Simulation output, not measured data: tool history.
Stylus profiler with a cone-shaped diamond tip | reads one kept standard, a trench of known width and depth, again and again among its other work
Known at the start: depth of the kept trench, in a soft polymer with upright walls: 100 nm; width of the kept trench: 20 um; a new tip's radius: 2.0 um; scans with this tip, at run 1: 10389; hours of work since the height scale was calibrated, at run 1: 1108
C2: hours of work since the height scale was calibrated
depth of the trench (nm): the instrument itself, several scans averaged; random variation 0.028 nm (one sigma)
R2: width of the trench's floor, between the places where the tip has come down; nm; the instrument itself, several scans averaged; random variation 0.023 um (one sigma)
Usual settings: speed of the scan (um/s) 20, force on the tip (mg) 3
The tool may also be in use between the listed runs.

run 1 day=0 | speed_of_the_scan_(um/s)=20 force_on_the_tip_(mg)=3 | scans_with_this_tip=10389 C2=1108 | depth_of_the_trench_(nm)=101.26 R2=18200
run 2 day=0.808 | speed_of_the_scan_(um/s)=20 force_on_the_tip_(mg)=3 | scans_with_this_tip=10506 C2=1121 | depth_of_the_trench_(nm)=101.19 R2=18170
run 3 day=1.533 | speed_of_the_scan_(um/s)=20 force_on_the_tip_(mg)=3 | scans_with_this_tip=10610 C2=1132 | depth_of_the_trench_(nm)=101.22 R2=18140
run 4 day=2.221 | speed_of_the_scan_(um/s)=20 force_on_the_tip_(mg)=3 | scans_with_this_tip=10710 C2=1143 | depth_of_the_trench_(nm)=101.23 R2=18170
run 5 day=3.379 | speed_of_the_scan_(um/s)=20 force_on_the_tip_(mg)=3 | scans_with_this_tip=10877 C2=1160 | depth_of_the_trench_(nm)=101.18 R2=18130
run 6 day=4.508 | speed_of_the_scan_(um/s)=20 force_on_the_tip_(mg)=3.56 | scans_with_this_tip=11040 C2=1178 | depth_of_the_trench_(nm)=101.3 R2=18120
-- day=5.017 new tip fitted, height scale calibrated
run 7 day=5.908 | speed_of_the_scan_(um/s)=63 force_on_the_tip_(mg)=3 | scans_with_this_tip=129 C2=14 | depth_of_the_trench_(nm)=100.65 R2=18420
run 8 day=6.883 | speed_of_the_scan_(um/s)=63 force_on_the_tip_(mg)=3 | scans_with_this_tip=270 C2=29 | depth_of_the_trench_(nm)=100.71 R2=18400
run 9 day=7.646 | speed_of_the_scan_(um/s)=63 force_on_the_tip_(mg)=3 | scans_with_this_tip=380 C2=41 | depth_of_the_trench_(nm)=100.72 R2=18460
run 10 day=8.375 | speed_of_the_scan_(um/s)=63 force_on_the_tip_(mg)=3 | scans_with_this_tip=485 C2=52 | depth_of_the_trench_(nm)=100.75 R2=18420
run 11 day=9.55 | speed_of_the_scan_(um/s)=63 force_on_the_tip_(mg)=3 | scans_with_this_tip=655 C2=70 | depth_of_the_trench_(nm)=100.67 R2=18440
run 12 day=10.492 | speed_of_the_scan_(um/s)=63 force_on_the_tip_(mg)=3 | scans_with_this_tip=791 C2=84 | depth_of_the_trench_(nm)=100.74 R2=18390
run 13 day=11.117 | speed_of_the_scan_(um/s)=63 force_on_the_tip_(mg)=3 | scans_with_this_tip=882 C2=94 | depth_of_the_trench_(nm)=100.74 R2=18410
run 14 day=11.933 | speed_of_the_scan_(um/s)=23 force_on_the_tip_(mg)=3 | scans_with_this_tip=1000 C2=107 | depth_of_the_trench_(nm)=100.72 R2=18580
run 15 day=13.267 | speed_of_the_scan_(um/s)=25 force_on_the_tip_(mg)=3 | scans_with_this_tip=1192 C2=127 | depth_of_the_trench_(nm)=100.75 R2=18580
run 16 day=14.583 | speed_of_the_scan_(um/s)=25 force_on_the_tip_(mg)=3 | scans_with_this_tip=1382 C2=147 | depth_of_the_trench_(nm)=100.79 R2=18510
run 17 day=15.825 | speed_of_the_scan_(um/s)=25 force_on_the_tip_(mg)=3 | scans_with_this_tip=1562 C2=167 | depth_of_the_trench_(nm)=100.81 R2=18550
run 18 day=16.938 | speed_of_the_scan_(um/s)=25 force_on_the_tip_(mg)=3 | scans_with_this_tip=1723 C2=184 | depth_of_the_trench_(nm)=100.77 R2=18540
run 19 day=17.65 | speed_of_the_scan_(um/s)=25 force_on_the_tip_(mg)=3 | scans_with_this_tip=1826 C2=195 | depth_of_the_trench_(nm)=100.81 R2=18520
run 20 day=18.892 | speed_of_the_scan_(um/s)=52 force_on_the_tip_(mg)=3.64 | scans_with_this_tip=2005 C2=214 | depth_of_the_trench_(nm)=100.86 R2=18440
run 21 day=19.554 | speed_of_the_scan_(um/s)=33 force_on_the_tip_(mg)=1.3 | scans_with_this_tip=2101 C2=224 | depth_of_the_trench_(nm)=100.52 R2=18400
run 22 day=20.371 | speed_of_the_scan_(um/s)=64 force_on_the_tip_(mg)=4.84 | scans_with_this_tip=2219 C2=237 | depth_of_the_trench_(nm)=101.05 R2=18390
run 23 day=21.388 | speed_of_the_scan_(um/s)=56 force_on_the_tip_(mg)=4.11 | scans_with_this_tip=2366 C2=252 | depth_of_the_trench_(nm)=100.92 R2=18420
run 24 day=22.317 | speed_of_the_scan_(um/s)=15 force_on_the_tip_(mg)=4.11 | scans_with_this_tip=2500 C2=267 | depth_of_the_trench_(nm)=100.94 R2=18540
run 25 day=22.971 | speed_of_the_scan_(um/s)=15 force_on_the_tip_(mg)=4.11 | scans_with_this_tip=2595 C2=277 | depth_of_the_trench_(nm)=100.95 R2=18550
run 26 day=24.183 | speed_of_the_scan_(um/s)=15 force_on_the_tip_(mg)=4.11 | scans_with_this_tip=2770 C2=295 | depth_of_the_trench_(nm)=100.98 R2=18540
run 27 day=24.925 | speed_of_the_scan_(um/s)=28 force_on_the_tip_(mg)=1.79 | scans_with_this_tip=2877 C2=307 | depth_of_the_trench_(nm)=100.59 R2=18440
run 28 day=26.133 | speed_of_the_scan_(um/s)=8 force_on_the_tip_(mg)=2.52 | scans_with_this_tip=3052 C2=326 | depth_of_the_trench_(nm)=100.73 R2=18540
run 29 day=27.133 | speed_of_the_scan_(um/s)=66 force_on_the_tip_(mg)=1.15 | scans_with_this_tip=3196 C2=341 | depth_of_the_trench_(nm)=100.5 R2=18140
run 30 day=28.021 | speed_of_the_scan_(um/s)=6 force_on_the_tip_(mg)=3.74 | scans_with_this_tip=3325 C2=355 | depth_of_the_trench_(nm)=100.94 R2=18540
run 31 day=28.742 | speed_of_the_scan_(um/s)=7 force_on_the_tip_(mg)=3 | scans_with_this_tip=3429 C2=366 | depth_of_the_trench_(nm)=100.78 R2=18520
run 32 day=29.833 | speed_of_the_scan_(um/s)=7 force_on_the_tip_(mg)=1.84 | scans_with_this_tip=3586 C2=383 | depth_of_the_trench_(nm)=100.67 R2=18490
run 33 day=30.558 | speed_of_the_scan_(um/s)=7 force_on_the_tip_(mg)=1.84 | scans_with_this_tip=3691 C2=394 | depth_of_the_trench_(nm)=100.68 R2=18480
run 34 day=31.5 | speed_of_the_scan_(um/s)=7 force_on_the_tip_(mg)=1.14 | scans_with_this_tip=3827 C2=408 | depth_of_the_trench_(nm)=100.52 R2=18500
run 35 day=32.717 | speed_of_the_scan_(um/s)=37 force_on_the_tip_(mg)=7.56 | scans_with_this_tip=4003 C2=427 | depth_of_the_trench_(nm)=101.46 R2=18410
run 36 day=33.479 | speed_of_the_scan_(um/s)=12 force_on_the_tip_(mg)=7.26 | scans_with_this_tip=4113 C2=439 | depth_of_the_trench_(nm)=101.41 R2=18490

5 ways to go on from here, each from the tool as it stands after run 36. What would each give?
run A day=34.25 | speed_of_the_scan_(um/s)=14 force_on_the_tip_(mg)=4.02 | scans_with_this_tip=4225 C2=451 | depth_of_the_trench_(nm)=? R2=?
run B day=34.25 | speed_of_the_scan_(um/s)=42 force_on_the_tip_(mg)=2.11 | scans_with_this_tip=4225 C2=451 | depth_of_the_trench_(nm)=? R2=?
run C day=34.25 | speed_of_the_scan_(um/s)=17 force_on_the_tip_(mg)=2.06 | scans_with_this_tip=4225 C2=451 | depth_of_the_trench_(nm)=? R2=?
run D day=34.25 | speed_of_the_scan_(um/s)=80 force_on_the_tip_(mg)=1.88 | scans_with_this_tip=4225 C2=451 | depth_of_the_trench_(nm)=? R2=?
run E day=34.25 | speed_of_the_scan_(um/s)=65 force_on_the_tip_(mg)=8.59 | scans_with_this_tip=4225 C2=451 | depth_of_the_trench_(nm)=? R2=?

run=A depth_of_the_trench_(nm)=101.01 R2=18480
run=B depth_of_the_trench_(nm)=100.73 R2=18290
run=C depth_of_the_trench_(nm)=100.73 R2=18420
run=D depth_of_the_trench_(nm)=100.79 R2=18110
run=E depth_of_the_trench_(nm)=101.61 R2=18400
Without the tool's hidden state the same runs would have given:
run=A depth_of_the_trench_(nm)=100.81 R2=18710
run=B depth_of_the_trench_(nm)=100.52 R2=18510
run=C depth_of_the_trench_(nm)=100.53 R2=18650
run=D depth_of_the_trench_(nm)=100.58 R2=18340
run=E depth_of_the_trench_(nm)=101.4 R2=18620
